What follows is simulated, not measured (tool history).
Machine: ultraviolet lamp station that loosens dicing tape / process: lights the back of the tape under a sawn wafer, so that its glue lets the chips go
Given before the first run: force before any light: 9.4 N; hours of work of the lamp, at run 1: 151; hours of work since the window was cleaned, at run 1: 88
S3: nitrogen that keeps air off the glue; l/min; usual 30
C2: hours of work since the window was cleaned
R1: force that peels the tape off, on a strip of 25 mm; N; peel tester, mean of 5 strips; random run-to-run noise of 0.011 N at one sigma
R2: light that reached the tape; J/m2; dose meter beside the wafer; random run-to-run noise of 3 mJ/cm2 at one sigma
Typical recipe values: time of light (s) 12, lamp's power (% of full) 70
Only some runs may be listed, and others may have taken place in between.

{"run": 1, "hour": 0.0, "time of light (s)": 12, "lamp's power (% of full)": 70, "S3": 30, "hours of work of the lamp": 151, "C2": 88, "R1": 0.536, "R2": 4140}
{"run": 2, "hour": 4.6, "time of light (s)": 12, "lamp's power (% of full)": 70, "S3": 30, "hours of work of the lamp": 154, "C2": 92, "R1": 0.532, "R2": 4030}
{"run": 3, "hour": 13.8, "time of light (s)": 12, "lamp's power (% of full)": 70, "S3": 30, "hours of work of the lamp": 161, "C2": 99, "R1": 0.53, "R2": 4100}
{"run": 4, "hour": 19.4, "time of light (s)": 12, "lamp's power (% of full)": 70, "S3": 30, "hours of work of the lamp": 166, "C2": 103, "R1": 0.537, "R2": 4090}
{"run": 5, "hour": 28.0, "time of light (s)": 12, "lamp's power (% of full)": 70, "S3": 30, "hours of work of the lamp": 173, "C2": 110, "R1": 0.542, "R2": 4080}
{"run": 6, "hour": 34.9, "time of light (s)": 12, "lamp's power (% of full)": 70, "S3": 30, "hours of work of the lamp": 178, "C2": 116, "R1": 0.555, "R2": 4040}
{"run": 7, "hour": 45.5, "time of light (s)": 12, "lamp's power (% of full)": 70, "S3": 56, "hours of work of the lamp": 186, "C2": 124, "R1": 0.434, "R2": 4020}
{"run": 8, "hour": 56.2, "time of light (s)": 12, "lamp's power (% of full)": 70, "S3": 56, "hours of work of the lamp": 195, "C2": 132, "R1": 0.438, "R2": 4040}
{"run": 9, "hour": 64.5, "time of light (s)": 12, "lamp's power (% of full)": 70, "S3": 56, "hours of work of the lamp": 201, "C2": 139, "R1": 0.45, "R2": 4020}
{"run": 10, "hour": 71.0, "time of light (s)": 12, "lamp's power (% of full)": 70, "S3": 28, "hours of work of the lamp": 206, "C2": 144, "R1": 0.58, "R2": 4000}
{"run": 11, "hour": 80.2, "time of light (s)": 12, "lamp's power (% of full)": 70, "S3": 30, "hours of work of the lamp": 214, "C2": 151, "R1": 0.562, "R2": 3970}
{"run": 12, "hour": 84.9, "time of light (s)": 12, "lamp's power (% of full)": 70, "S3": 30, "hours of work of the lamp": 217, "C2": 155, "R1": 0.575, "R2": 3980}
{"run": 13, "hour": 91.1, "time of light (s)": 12, "lamp's power (% of full)": 70, "S3": 30, "hours of work of the lamp": 222, "C2": 160, "R1": 0.58, "R2": 3970}
{"run": 14, "hour": 101.7, "time of light (s)": 12, "lamp's power (% of full)": 70, "S3": 30, "hours of work of the lamp": 231, "C2": 168, "R1": 0.586, "R2": 3950}
{"run": 15, "hour": 107.6, "time of light (s)": 12, "lamp's power (% of full)": 70, "S3": 11, "hours of work of the lamp": 235, "C2": 173, "R1": 1.004, "R2": 3940}
{"run": 16, "hour": 114.7, "time of light (s)": 12, "lamp's power (% of full)": 70, "S3": 30, "hours of work of the lamp": 241, "C2": 178, "R1": 0.597, "R2": 3890}
{"run": 17, "hour": 123.9, "time of light (s)": 12, "lamp's power (% of full)": 70, "S3": 43, "hours of work of the lamp": 248, "C2": 186, "R1": 0.515, "R2": 3930}
{"run": 18, "hour": 132.6, "time of light (s)": 12, "lamp's power (% of full)": 70, "S3": 43, "hours of work of the lamp": 255, "C2": 193, "R1": 0.498, "R2": 3910}
{"run": 19, "hour": 140.6, "time of light (s)": 12, "lamp's power (% of full)": 85, "S3": 43, "hours of work of the lamp": 261, "C2": 199, "R1": 0.369, "R2": 4710}
{"hour": 141.9, "done": "window cleaned of glue's vapour"}
{"run": 20, "hour": 147.5, "time of light (s)": 12, "lamp's power (% of full)": 85, "S3": 43, "hours of work of the lamp": 266, "C2": 4, "R1": 0.376, "R2": 4580}
{"run": 21, "hour": 154.2, "time of light (s)": 12, "lamp's power (% of full)": 70, "S3": 30, "hours of work of the lamp": 271, "C2": 10, "R1": 0.646, "R2": 3750}
{"run": 22, "hour": 161.9, "time of light (s)": 12, "lamp's power (% of full)": 70, "S3": 51, "hours of work of the lamp": 277, "C2": 16, "R1": 0.5, "R2": 3720}
{"run": 23, "hour": 169.3, "time of light (s)": 6, "lamp's power (% of full)": 94, "S3": 14, "hours of work of the lamp": 283, "C2": 22, "R1": 1.943, "R2": 2500}
{"hour": 173.6, "done": "window cleaned of glue's vapour, once more"}
{"run": 24, "hour": 179.9, "time of light (s)": 12, "lamp's power (% of full)": 94, "S3": 14, "hours of work of the lamp": 291, "C2": 5, "R1": 0.46, "R2": 5470}
{"run": 25, "hour": 191.0, "time of light (s)": 8, "lamp's power (% of full)": 70, "S3": 30, "hours of work of the lamp": 300, "C2": 14, "R1": 1.161, "R2": 2690}
{"run": 26, "hour": 198.1, "time of light (s)": 8, "lamp's power (% of full)": 70, "S3": 30, "hours of work of the lamp": 306, "C2": 19, "R1": 1.213, "R2": 2690}
{"run": 27, "hour": 203.4, "time of light (s)": 12, "lamp's power (% of full)": 78, "S3": 18, "hours of work of the lamp": 310, "C2": 23, "R1": 0.567, "R2": 4480}
{"run": 28, "hour": 211.9, "time of light (s)": 19, "lamp's power (% of full)": 70, "S3": 25, "hours of work of the lamp": 316, "C2": 30, "R1": 0.28, "R2": 6430}
{"run": 29, "hour": 217.3, "time of light (s)": 14, "lamp's power (% of full)": 92, "S3": 29, "hours of work of the lamp": 321, "C2": 34, "R1": 0.285, "R2": 6290}
{"run": 30, "hour": 222.5, "time of light (s)": 19, "lamp's power (% of full)": 90, "S3": 30, "hours of work of the lamp": 325, "C2": 38, "R1": 0.23, "R2": 8240}
{"run": 31, "hour": 230.9, "time of light (s)": 12, "lamp's power (% of full)": 63, "S3": 30, "hours of work of the lamp": 331, "C2": 45, "R1": 0.697, "R2": 3660}
{"run": 32, "hour": 239.8, "time of light (s)": 12, "lamp's power (% of full)": 86, "S3": 30, "hours of work of the lamp": 338, "C2": 52, "R1": 0.378, "R2": 4910}
{"run": 33, "hour": 247.2, "time of light (s)": 12, "lamp's power (% of full)": 81, "S3": 17, "hours of work of the lamp": 344, "C2": 58, "R1": 0.562, "R2": 4620}
{"run": 34, "hour": 256.1, "time of light (s)": 12, "lamp's power (% of full)": 64, "S3": 17, "hours of work of the lamp": 351, "C2": 65, "R1": 0.889, "R2": 3670}
{"run": 35, "hour": 267.0, "time of light (s)": 12, "lamp's power (% of full)": 65, "S3": 17, "hours of work of the lamp": 360, "C2": 74, "R1": 0.874, "R2": 3670}
{"run": 36, "hour": 273.4, "time of light (s)": 13, "lamp's power (% of full)": 69, "S3": 40, "hours of work of the lamp": 365, "C2": 79, "R1": 0.452, "R2": 4250}
{"run": 37, "hour": 282.7, "time of light (s)": 23, "lamp's power (% of full)": 79, "S3": 54, "hours of work of the lamp": 372, "C2": 86, "R1": 0.224, "R2": 8560}
{"run": 38, "hour": 287.2, "time of light (s)": 7, "lamp's power (% of full)": 70, "S3": 15, "hours of work of the lamp": 376, "C2": 89, "R1": 2.046, "R2": 2300}
{"run": 39, "hour": 294.3, "time of light (s)": 7, "lamp's power (% of full)": 70, "S3": 15, "hours of work of the lamp": 381, "C2": 95, "R1": 2.157, "R2": 2300}
{"run": 40, "hour": 302.4, "time of light (s)": 7, "lamp's power (% of full)": 70, "S3": 15, "hours of work of the lamp": 388, "C2": 101, "R1": 2.053, "R2": 2270}
{"run": 41, "hour": 307.2, "time of light (s)": 7, "lamp's power (% of full)": 70, "S3": 15, "hours of work of the lamp": 391, "C2": 105, "R1": 2.148, "R2": 2300}
{"run": 42, "hour": 312.1, "time of light (s)": 7, "lamp's power (% of full)": 70, "S3": 15, "hours of work of the lamp": 395, "C2": 109, "R1": 2.2, "R2": 2280}

For some of the steps in R1 from one run to the next: how much would appear even if the tool had no hidden state, given the settings, what came in and random variation, and how much remains for the hidden state plus any gauge scatter that the measured result and the result without hidden state don't share?
Hidden state at play: lamp's light, % of a new lamp's; light that the window lets through, % of a clean one's; drift of the gauge itself on peel_n, %; drift of the gauge itself on dose_mj_cm2, %.
Run 22 -> 23: time of light (s) 12 -> 6, lamp's power (% of full) 70 -> 94, S3 51 -> 14. R1 +1.443 N: hidden state +0.316, all else +1.127.
Run 23 -> 24: time of light (s) 6 -> 12, window cleaned of glue's vapour, once more. R1 -1.483 N: hidden state -0.391, all else -1.092.
Run 37 -> 38: time of light (s) 23 -> 7, lamp's power (% of full) 79 -> 70, S3 54 -> 15. R1 +1.822 N: hidden state +0.304, all else +1.518.
